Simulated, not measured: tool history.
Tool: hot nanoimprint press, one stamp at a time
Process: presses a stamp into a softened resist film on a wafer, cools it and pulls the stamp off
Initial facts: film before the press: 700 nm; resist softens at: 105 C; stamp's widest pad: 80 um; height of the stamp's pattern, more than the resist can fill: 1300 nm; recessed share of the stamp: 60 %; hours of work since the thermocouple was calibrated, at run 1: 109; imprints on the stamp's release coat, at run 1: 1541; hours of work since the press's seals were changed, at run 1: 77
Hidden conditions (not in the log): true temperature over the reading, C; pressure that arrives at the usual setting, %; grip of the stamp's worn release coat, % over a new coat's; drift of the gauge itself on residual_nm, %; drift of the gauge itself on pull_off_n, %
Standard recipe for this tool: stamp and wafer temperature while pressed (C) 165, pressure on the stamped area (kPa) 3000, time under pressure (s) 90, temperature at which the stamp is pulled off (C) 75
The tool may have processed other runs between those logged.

run   hour  stamp and wafer temperature while pressed (C)  pressure on the stamped area (kPa)  time under pressure (s)  temperature at which the stamp is pulled off (C)  hours of work since the thermocouple was calibrated  imprints on the stamp's release coat  hours of work since the press's seals were changed  resist left under the stamp's widest pad (nm)  greatest force while the stamp is pulled off (N)
  1    0.0                                            165                                3000                       90                                                75                                                  109                                  1541                                                  77                                          254.6                                               172
  2    5.0                                            165                                3000                       88                                                75                                                  111                                  1550                                                  79                                          258.6                                               170
  3   15.3                                            165                                3000                       88                                                75                                                  115                                  1567                                                  83                                          260.0                                               162
  4   23.2                                            165                                3000                       88                                                75                                                  119                                  1581                                                  87                                          257.8                                               169
  5   32.3                                            165                                3560                       88                                                75                                                  123                                  1596                                                  91                                          240.6                                               167
  6   42.2                                            165                                3000                       90                                                75                                                  127                                  1613                                                  95                                          258.7                                               170
  7   51.9                                            165                                3000                       90                                                75                                                  131                                  1630                                                  99                                          254.5                                               179
  8   56.7                                            165                                3000                       90                                                75                                                  133                                  1638                                                 101                                          257.7                                               175
  9   62.0                                            165                                3000                       90                                                75                                                  135                                  1647                                                 103                                          259.9                                               174
 10   72.8                                            165                                3000                       90                                                75                                                  140                                  1666                                                 108                                          257.6                                               178
 11   81.5                                            165                                3000                       83                                                75                                                  144                                  1681                                                 112                                          267.5                                               174
 12   90.8                                            165                                3000                       83                                                75                                                  148                                  1696                                                 116                                          267.1                                               175
 13   97.0                                            156                                2660                       83                                                73                                                  150                                  1707                                                 118                                          456.7                                               187
 14  104.8                                            166                                3000                       90                                                75                                                  153                                  1720                                                 121                                          246.4                                               177
 15  113.2                                            166                                3000                      178                                                80                                                  157                                  1735                                                 125                                          185.7                                               168
 16  119.3                                            175                                2660                       90                                                76                                                  160                                  1745                                                 128                                          162.1                                               171
 17  127.3                                            165                                1890                       51                                                63                                                  163                                  1759                                                 131                                          398.1                                               203

4 ways to go on from here, each from the tool as it stands after run 17. What would each give?
  A  136.1                                            165                                2490                      126                                                63                                                  167                                  1774                                                 135                                              ?                                                 ?
  B  136.1                                            165                                3000                       90                                                68                                                  167                                  1774                                                 135                                              ?                                                 ?
  C  136.1                                            165                                3450                      150                                                76                                                  167                                  1774                                                 135                                              ?                                                 ?
  D  136.1                                            155                                3670                       90                                                73                                                  167                                  1774                                                 135                                              ?                                                 ?

run  resist left under the stamp's widest pad (nm)  greatest force while the stamp is pulled off (N)
  A                                          253.3                                               203
  B                                          259.7                                               188
  C                                          197.5                                               178
  D                                          417.8                                               179
With the hidden condition removed and each run's random variation left untouched, the same runs would have given:
run  resist left under the stamp's widest pad (nm)  greatest force while the stamp is pulled off (N)
  A                                          247.0                                               151
  B                                          253.1                                               140
  C                                          192.1                                               132
  D                                          407.7                                               134

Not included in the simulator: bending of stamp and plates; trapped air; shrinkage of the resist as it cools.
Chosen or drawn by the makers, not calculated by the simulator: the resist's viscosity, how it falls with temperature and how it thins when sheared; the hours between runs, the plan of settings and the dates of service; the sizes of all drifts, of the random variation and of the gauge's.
